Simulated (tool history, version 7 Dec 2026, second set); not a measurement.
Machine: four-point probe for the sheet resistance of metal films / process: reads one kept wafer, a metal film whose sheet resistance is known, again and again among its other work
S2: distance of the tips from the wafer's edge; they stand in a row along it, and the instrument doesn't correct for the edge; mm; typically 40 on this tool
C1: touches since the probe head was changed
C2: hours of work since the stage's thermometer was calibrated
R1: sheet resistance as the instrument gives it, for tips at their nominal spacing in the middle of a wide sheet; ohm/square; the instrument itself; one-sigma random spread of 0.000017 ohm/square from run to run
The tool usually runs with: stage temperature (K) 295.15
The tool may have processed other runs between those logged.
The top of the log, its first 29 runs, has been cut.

run 30 day=66.342 | stage_temperature_(K)=292.15 S2=7 | C1=44484 C2=212 | R1=0.088676
-- day=68.138 stage's thermometer calibrated, once more
run 31 day=69.538 | stage_temperature_(K)=297.15 S2=30 | C1=46398 C2=23 | R1=0.087874
run 32 day=71.754 | stage_temperature_(K)=297.15 S2=30 | C1=47734 C2=61 | R1=0.087913
run 33 day=73.217 | stage_temperature_(K)=295.15 S2=5 | C1=48615 C2=85 | R1=0.089606
run 34 day=76.554 | stage_temperature_(K)=295.15 S2=5 | C1=50624 C2=141 | R1=0.089639
run 35 day=78.333 | stage_temperature_(K)=292.15 S2=15 | C1=51694 C2=171 | R1=0.087787
run 36 day=80.038 | stage_temperature_(K)=292.15 S2=15 | C1=52723 C2=199 | R1=0.087817
run 37 day=81.908 | stage_temperature_(K)=292.15 S2=15 | C1=53850 C2=230 | R1=0.087833

Below are 4 alternative next runs, each starting from the tool's condition after run 37. Predict each:
run A day=83.350 | stage_temperature_(K)=292.15 S2=8 | C1=54718 C2=255 | R1=?
run B day=83.350 | stage_temperature_(K)=300.15 S2=10 | C1=54718 C2=255 | R1=?
run C day=83.350 | stage_temperature_(K)=302.15 S2=5 | C1=54718 C2=255 | R1=?
run D day=83.350 | stage_temperature_(K)=294.15 S2=40 | C1=54718 C2=255 | R1=?

run=A R1=0.088373
run=B R1=0.088712
run=C R1=0.090250
run=D R1=0.087804
With the hidden condition removed and each run's random variation left untouched, the same runs would have given:
run=A R1=0.087729
run=B R1=0.088066
run=C R1=0.089594
run=D R1=0.087163
